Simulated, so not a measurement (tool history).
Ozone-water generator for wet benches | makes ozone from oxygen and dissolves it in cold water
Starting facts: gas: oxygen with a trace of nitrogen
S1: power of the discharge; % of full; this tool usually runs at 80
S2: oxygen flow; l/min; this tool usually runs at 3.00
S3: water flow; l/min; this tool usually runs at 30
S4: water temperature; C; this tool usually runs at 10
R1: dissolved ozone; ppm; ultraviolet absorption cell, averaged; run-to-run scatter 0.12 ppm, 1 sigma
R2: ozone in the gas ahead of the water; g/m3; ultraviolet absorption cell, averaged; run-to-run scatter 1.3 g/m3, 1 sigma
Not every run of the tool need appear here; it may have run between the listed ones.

{"run": 1, "hour": 0.0, "S1": 80, "S2": 3.0, "S3": 30, "S4": 10, "R1": 10.6, "R2": 225.9}
{"run": 2, "hour": 67.3, "S1": 80, "S2": 3.0, "S3": 30, "S4": 10, "R1": 10.2, "R2": 225.2}
{"run": 3, "hour": 183.9, "S1": 80, "S2": 3.0, "S3": 39, "S4": 10, "R1": 7.4, "R2": 224.6}
{"run": 4, "hour": 337.3, "S1": 80, "S2": 3.0, "S3": 39, "S4": 10, "R1": 7.2, "R2": 223.4}
{"run": 5, "hour": 487.6, "S1": 80, "S2": 3.0, "S3": 39, "S4": 10, "R1": 7.3, "R2": 222.2}
{"run": 6, "hour": 634.6, "S1": 80, "S2": 3.0, "S3": 39, "S4": 10, "R1": 7.1, "R2": 224.0}
{"run": 7, "hour": 764.0, "S1": 80, "S2": 3.0, "S3": 39, "S4": 10, "R1": 7.5, "R2": 223.5}
{"run": 8, "hour": 927.4, "S1": 80, "S2": 3.0, "S3": 30, "S4": 10, "R1": 10.0, "R2": 222.0}
{"run": 9, "hour": 1072.6, "S1": 80, "S2": 3.0, "S3": 30, "S4": 10, "R1": 10.1, "R2": 223.6}
{"run": 10, "hour": 1194.4, "S1": 80, "S2": 3.0, "S3": 30, "S4": 10, "R1": 9.9, "R2": 219.5}
{"run": 11, "hour": 1268.0, "S1": 85, "S2": 3.0, "S3": 30, "S4": 10, "R1": 10.3, "R2": 232.3}
{"hour": 1283.9, "done": "contactor cleaned"}
{"run": 12, "hour": 1400.7, "S1": 85, "S2": 2.47, "S3": 30, "S4": 10, "R1": 9.6, "R2": 243.7}
{"run": 13, "hour": 1549.7, "S1": 85, "S2": 2.47, "S3": 30, "S4": 10, "R1": 9.5, "R2": 241.7}
{"run": 14, "hour": 1623.2, "S1": 85, "S2": 2.47, "S3": 30, "S4": 10, "R1": 9.4, "R2": 245.4}
{"hour": 1733.3, "done": "contactor cleaned, once more"}
{"run": 15, "hour": 1738.5, "S1": 85, "S2": 2.47, "S3": 30, "S4": 10, "R1": 9.4, "R2": 242.6}
{"run": 16, "hour": 1873.0, "S1": 80, "S2": 3.0, "S3": 30, "S4": 10, "R1": 10.1, "R2": 219.6}
{"run": 17, "hour": 1978.7, "S1": 88, "S2": 3.0, "S3": 30, "S4": 10, "R1": 10.5, "R2": 228.3}
{"run": 18, "hour": 2070.3, "S1": 80, "S2": 2.3, "S3": 30, "S4": 10, "R1": 8.8, "R2": 236.8}
{"run": 19, "hour": 2209.7, "S1": 80, "S2": 2.3, "S3": 30, "S4": 10, "R1": 8.5, "R2": 236.0}
{"run": 20, "hour": 2333.0, "S1": 44, "S2": 2.56, "S3": 24, "S4": 10, "R1": 7.7, "R2": 150.8}
{"run": 21, "hour": 2464.8, "S1": 44, "S2": 2.56, "S3": 24, "S4": 10, "R1": 8.0, "R2": 149.9}
{"run": 22, "hour": 2590.0, "S1": 80, "S2": 3.0, "S3": 30, "S4": 13, "R1": 9.8, "R2": 214.3}
{"run": 23, "hour": 2736.7, "S1": 80, "S2": 3.0, "S3": 30, "S4": 13, "R1": 9.5, "R2": 212.3}
{"run": 24, "hour": 2869.4, "S1": 80, "S2": 3.0, "S3": 48, "S4": 10, "R1": 5.4, "R2": 213.4}
{"run": 25, "hour": 2966.9, "S1": 80, "S2": 3.0, "S3": 48, "S4": 10, "R1": 5.5, "R2": 214.5}
{"run": 26, "hour": 3060.3, "S1": 80, "S2": 3.44, "S3": 20, "S4": 10, "R1": 16.1, "R2": 202.1}
{"hour": 3111.4, "done": "water thermometer calibrated"}
{"run": 27, "hour": 3165.9, "S1": 79, "S2": 3.44, "S3": 20, "S4": 10, "R1": 16.2, "R2": 200.1}
{"run": 28, "hour": 3288.2, "S1": 82, "S2": 5.34, "S3": 20, "S4": 10, "R1": 19.2, "R2": 177.3}
{"run": 29, "hour": 3409.5, "S1": 80, "S2": 3.0, "S3": 42, "S4": 5, "R1": 6.3, "R2": 211.6}
{"run": 30, "hour": 3498.0, "S1": 80, "S2": 3.0, "S3": 42, "S4": 5, "R1": 6.5, "R2": 211.7}
{"run": 31, "hour": 3566.5, "S1": 80, "S2": 3.0, "S3": 42, "S4": 5, "R1": 6.4, "R2": 211.2}
{"run": 32, "hour": 3691.3, "S1": 75, "S2": 3.0, "S3": 30, "S4": 8, "R1": 9.4, "R2": 199.7}

The same runs without the tool's hidden state, with the same run-to-run variation:
Hidden state present: yield of the discharge, % of new electrodes'; contactor's efficiency, % of a clean one's; true water temperature over the reading, C; drift of the gauge itself on ozone_ppm, %; drift of the gauge itself on gas_g_m3, %.
run=1 R1=11.4 R2=236.6
run=2 R1=10.9 R2=236.2
run=3 R1=8.0 R2=236.0
run=4 R1=7.8 R2=235.5
run=5 R1=7.9 R2=234.9
run=6 R1=7.8 R2=237.5
run=7 R1=8.2 R2=237.6
run=8 R1=11.0 R2=236.7
run=9 R1=11.1 R2=239.0
run=10 R1=10.9 R2=235.3
run=11 R1=11.4 R2=249.9
run=12 R1=10.8 R2=263.0
run=13 R1=10.7 R2=261.6
run=14 R1=10.6 R2=266.0
run=15 R1=10.3 R2=263.4
run=16 R1=11.0 R2=238.5
run=17 R1=11.6 R2=249.8
run=18 R1=9.7 R2=258.2
run=19 R1=9.4 R2=258.1
run=20 R1=8.2 R2=159.4
run=21 R1=8.5 R2=158.8
run=22 R1=10.9 R2=236.1
run=23 R1=10.6 R2=234.6
run=24 R1=6.1 R2=236.3
run=25 R1=6.1 R2=237.9
run=26 R1=18.2 R2=224.7
run=27 R1=18.3 R2=222.8
run=28 R1=21.7 R2=198.3
run=29 R1=7.2 R2=236.8
run=30 R1=7.4 R2=237.4
run=31 R1=7.3 R2=237.2
run=32 R1=10.7 R2=223.6

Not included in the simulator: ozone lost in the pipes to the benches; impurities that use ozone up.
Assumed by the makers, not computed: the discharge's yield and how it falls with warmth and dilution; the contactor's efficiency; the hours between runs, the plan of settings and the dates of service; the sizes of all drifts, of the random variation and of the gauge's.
